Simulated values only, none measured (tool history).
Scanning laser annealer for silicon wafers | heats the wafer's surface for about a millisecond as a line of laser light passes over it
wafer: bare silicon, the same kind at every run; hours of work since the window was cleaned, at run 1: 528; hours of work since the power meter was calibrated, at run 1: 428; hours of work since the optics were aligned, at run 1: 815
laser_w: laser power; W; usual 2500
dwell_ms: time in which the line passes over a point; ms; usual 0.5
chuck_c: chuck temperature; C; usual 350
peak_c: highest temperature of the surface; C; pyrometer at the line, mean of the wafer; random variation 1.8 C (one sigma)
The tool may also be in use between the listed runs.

| run | day | laser_w | dwell_ms | chuck_c | hours of work since the window was cleaned | hours of work since the power meter was calibrated | hours of work since the optics were aligned | peak_c |
|---|---|---|---|---|---|---|---|---|
| 1 | 0 | 2500 | 0.5 | 350 | 528 | 428 | 815 | 1064 |
| 2 | 0.458 | 2500 | 0.5 | 350 | 537 | 436 | 824 | 1066 |
| 3 | 0.925 | 2500 | 0.5 | 350 | 545 | 445 | 832 | 1063 |
| 4 | 1.279 | 2500 | 0.5 | 350 | 552 | 451 | 838 | 1062 |
| 5 | 1.554 | 2500 | 0.5 | 350 | 557 | 456 | 843 | 1064 |
| 6 | 2.021 | 2500 | 0.5 | 350 | 565 | 465 | 852 | 1065 |
| 7 | 2.475 | 2500 | 0.5 | 350 | 573 | 473 | 860 | 1065 |
| 8 | 3.008 | 2500 | 0.5 | 349 | 583 | 483 | 870 | 1062 |
| 9 | 3.442 | 2528 | 0.5 | 350 | 591 | 490 | 878 | 1075 |
| 10 | 4.029 | 2479 | 0.5 | 364 | 602 | 501 | 888 | 1069 |
| 11 | 4.392 | 2479 | 0.5 | 357 | 608 | 508 | 895 | 1064 |
| 12 | 4.671 | 2479 | 0.5 | 357 | 613 | 513 | 900 | 1060 |
| 13 | 5.008 | 2479 | 0.5 | 357 | 619 | 519 | 906 | 1066 |
| 14 | 5.517 | 2391 | 0.5 | 357 | 629 | 528 | 916 | 1035 |
| 15 | 5.979 | 2391 | 0.5 | 357 | 637 | 537 | 924 | 1032 |
| 16 | 6.504 | 2500 | 0.495 | 350 | 647 | 546 | 933 | 1057 |
| 17 | 6.758 | 2500 | 0.51 | 327 | 651 | 551 | 938 | 1049 |
| 18 | 7.088 | 2500 | 0.51 | 327 | 657 | 557 | 944 | 1048 |

3 ways to go on from here, each from the tool as it stands after run 18. What would each give?
| A | 7.375 | 2500 | 0.406 | 350 | 662 | 562 | 949 | ? |
| B | 7.375 | 2500 | 0.606 | 376 | 662 | 562 | 949 | ? |
| C | 7.375 | 2506 | 0.371 | 350 | 662 | 562 | 949 | ? |

| run | peak_c |
|---|---|
| A | 991 |
| B | 1162 |
| C | 958 |
Without the tool's hidden state the same runs would have given:
| run | peak_c |
|---|---|
| A | 991 |
| B | 1163 |
| C | 958 |
